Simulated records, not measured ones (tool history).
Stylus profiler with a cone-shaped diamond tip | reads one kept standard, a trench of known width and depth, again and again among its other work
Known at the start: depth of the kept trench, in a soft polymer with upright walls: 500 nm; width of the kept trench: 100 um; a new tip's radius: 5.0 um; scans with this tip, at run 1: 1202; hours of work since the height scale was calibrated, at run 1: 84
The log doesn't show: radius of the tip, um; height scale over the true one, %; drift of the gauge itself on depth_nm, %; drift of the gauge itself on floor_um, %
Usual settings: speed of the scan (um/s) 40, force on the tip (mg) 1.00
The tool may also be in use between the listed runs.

| run | hour | speed of the scan (um/s) | force on the tip (mg) | scans with this tip | hours of work since the height scale was calibrated | depth of the trench (Å) | width of the trench's floor (µm) |
|---|---|---|---|---|---|---|---|
| 1 | 0.0 | 40 | 1.00 | 1202 | 84 | 5028.5 | 95.01 |
| 2 | 69.6 | 40 | 1.00 | 1771 | 124 | 5026.1 | 94.84 |
| 3 | 140.7 | 40 | 1.00 | 2352 | 165 | 5029.2 | 94.68 |
| 4 | 230.3 | 40 | 0.55 | 3083 | 216 | 5020.2 | 94.33 |
| 5 | 281.8 | 40 | 0.88 | 3504 | 246 | 5026.0 | 94.38 |
| 6 | 369.2 | 40 | 0.88 | 4218 | 296 | 5026.8 | 94.15 |
| 7 | 442.9 | 40 | 1.00 | 4820 | 338 | 5028.8 | 94.10 |
| 8 | 533.1 | 40 | 1.00 | 5557 | 390 | 5033.3 | 93.84 |
| 9 | 617.8 | 40 | 1.00 | 6249 | 438 | 5031.5 | 93.69 |
| 10 | 709.2 | 40 | 1.00 | 6996 | 490 | 5030.6 | 93.48 |
| 11 | 750.5 | 40 | 1.00 | 7333 | 514 | 5032.3 | 93.45 |
| 12 | 832.4 | 40 | 1.00 | 8001 | 561 | 5032.1 | 93.29 |
| 13 | 908.7 | 40 | 1.00 | 8625 | 605 | 5032.9 | 93.15 |
| 14 | 963.7 | 40 | 1.00 | 9074 | 636 | 5035.8 | 93.03 |
| 15 | 1046.9 | 40 | 1.00 | 9754 | 684 | 5033.3 | 92.90 |
| 16 | 1110.3 | 40 | 0.82 | 10272 | 720 | 5033.3 | 92.81 |
| 17 | 1156.1 | 55 | 1.49 | 10646 | 746 | 5043.9 | 92.73 |
| 18 | 1204.0 | 48 | 0.80 | 11037 | 774 | 5032.8 | 92.56 |
| 19 | 1301.9 | 53 | 1.49 | 11837 | 830 | 5041.2 | 92.49 |
| 20 | 1355.2 | 123 | 1.49 | 12273 | 860 | 5045.1 | 91.77 |
| 21 | 1436.3 | 143 | 0.63 | 12935 | 907 | 5028.7 | 90.96 |
| 22 | 1511.0 | 109 | 1.94 | 13545 | 950 | 5054.9 | 91.78 |
| 23 | 1582.6 | 109 | 1.94 | 14130 | 991 | 5052.8 | 91.70 |
| 24 | 1662.4 | 40 | 0.41 | 14782 | 1036 | 5026.0 | 91.71 |
| 25 | 1735.1 | 65 | 0.68 | 15376 | 1078 | 5032.3 | 91.51 |
| 26 | 1809.4 | 21 | 0.38 | 15983 | 1120 | 5027.7 | 91.80 |
| 27 | 1899.3 | 13 | 0.48 | 16717 | 1172 | 5032.6 | 91.85 |
| 28 | 1943.0 | 40 | 0.70 | 17074 | 1197 | 5037.3 | 91.55 |
| 29 | 2008.9 | 40 | 0.70 | 17612 | 1235 | 5035.2 | 91.46 |

3 ways to go on from here, each from the tool as it stands after run 29. What would each give?
|  | 2052.6 | new tip fitted, height scale calibrated |
| A | 2077.9 | 92 | 0.70 | 207 | 15 | ? | ? |
|  | 2052.6 | new tip fitted, height scale calibrated |
| B | 2077.9 | 13 | 0.46 | 207 | 15 | ? | ? |
|  | 2052.6 | new tip fitted, height scale calibrated |
| C | 2077.9 | 40 | 1.97 | 207 | 15 | ? | ? |

| run | depth of the trench (Å) | width of the trench's floor (µm) |
|---|---|---|
| A | 5024.1 | 94.39 |
| B | 5018.3 | 95.31 |
| C | 5044.7 | 95.23 |
Without the tool's hidden state the same runs would have given:
| run | depth of the trench (Å) | width of the trench's floor (µm) |
|---|---|---|
| A | 5020.1 | 94.53 |
| B | 5014.3 | 95.45 |
| C | 5040.6 | 95.38 |
